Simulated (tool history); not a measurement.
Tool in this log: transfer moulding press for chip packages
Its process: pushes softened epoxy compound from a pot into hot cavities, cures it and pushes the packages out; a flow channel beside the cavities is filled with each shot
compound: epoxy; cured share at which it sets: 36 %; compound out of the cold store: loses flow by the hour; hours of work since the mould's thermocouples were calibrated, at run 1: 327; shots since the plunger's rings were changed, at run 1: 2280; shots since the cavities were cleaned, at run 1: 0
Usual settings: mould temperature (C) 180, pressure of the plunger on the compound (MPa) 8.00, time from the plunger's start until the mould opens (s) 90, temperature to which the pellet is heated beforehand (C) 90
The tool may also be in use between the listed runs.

| run | hour | mould temperature (C) | pressure of the plunger on the compound (MPa) | time from the plunger's start until the mould opens (s) | temperature to which the pellet is heated beforehand (C) | hours of work since the mould's thermocouples were calibrated | shots since the plunger's rings were changed | shots since the cavities were cleaned | incoming compound's hours out of the cold store | length that the compound runs in the flow channel (mm) | greatest force on the pins that push the packages out (N) |
|---|---|---|---|---|---|---|---|---|---|---|---|
| 1 | 0.0 | 180 | 8.00 | 90 | 90 | 327 | 2280 | 0 | 43.1 | 735 | 397 |
| 2 | 17.8 | 180 | 8.00 | 90 | 90 | 337 | 2454 | 174 | 47.9 | 716 | 466 |
| 3 | 42.3 | 180 | 8.00 | 90 | 90 | 350 | 2693 | 413 | 38.0 | 748 | 583 |
| 4 | 65.1 | 180 | 8.00 | 90 | 90 | 363 | 2916 | 636 | 29.6 | 780 | 640 |
| 5 | 79.3 | 180 | 8.00 | 90 | 90 | 370 | 3055 | 775 | 38.2 | 743 | 661 |
|  | 98.7 | cavities cleaned with cleaning compound and waxed |
| 6 | 98.7 | 180 | 8.00 | 90 | 90 | 380 | 3230 | 0 | 41.8 | 729 | 384 |
| 7 | 123.8 | 179 | 8.00 | 71 | 90 | 394 | 3474 | 244 | 26.2 | 789 | 896 |
| 8 | 142.8 | 179 | 8.00 | 71 | 90 | 404 | 3660 | 430 | 40.8 | 737 | 932 |
| 9 | 157.8 | 179 | 8.00 | 71 | 90 | 412 | 3806 | 576 | 24.0 | 792 | 1078 |
| 10 | 176.8 | 179 | 8.00 | 71 | 90 | 423 | 3992 | 762 | 10.3 | 852 | 1258 |

What if the next run were any one of these 3? Each begins from the tool's condition after run 10:
|  | 197.5 | cavities cleaned with cleaning compound and waxed |
| A | 202.3 | 185 | 8.00 | 114 | 97 | 436 | 4226 | 46 | 30.1 | ? | ? |
|  | 197.5 | cavities cleaned with cleaning compound and waxed |
| B | 202.3 | 174 | 8.00 | 90 | 90 | 436 | 4226 | 46 | 33.4 | ? | ? |
|  | 197.5 | cavities cleaned with cleaning compound and waxed |
| C | 202.3 | 179 | 9.64 | 71 | 84 | 436 | 4226 | 46 | 29.4 | ? | ? |

| run | length that the compound runs in the flow channel (mm) | greatest force on the pins that push the packages out (N) |
|---|---|---|
| A | 741 | 324 |
| B | 774 | 621 |
| C | 844 | 766 |
With the hidden condition removed and each run's random variation left untouched, the same runs would have given:
| run | length that the compound runs in the flow channel (mm) | greatest force on the pins that push the packages out (N) |
|---|---|---|
| A | 771 | 299 |
| B | 806 | 625 |
| C | 878 | 768 |
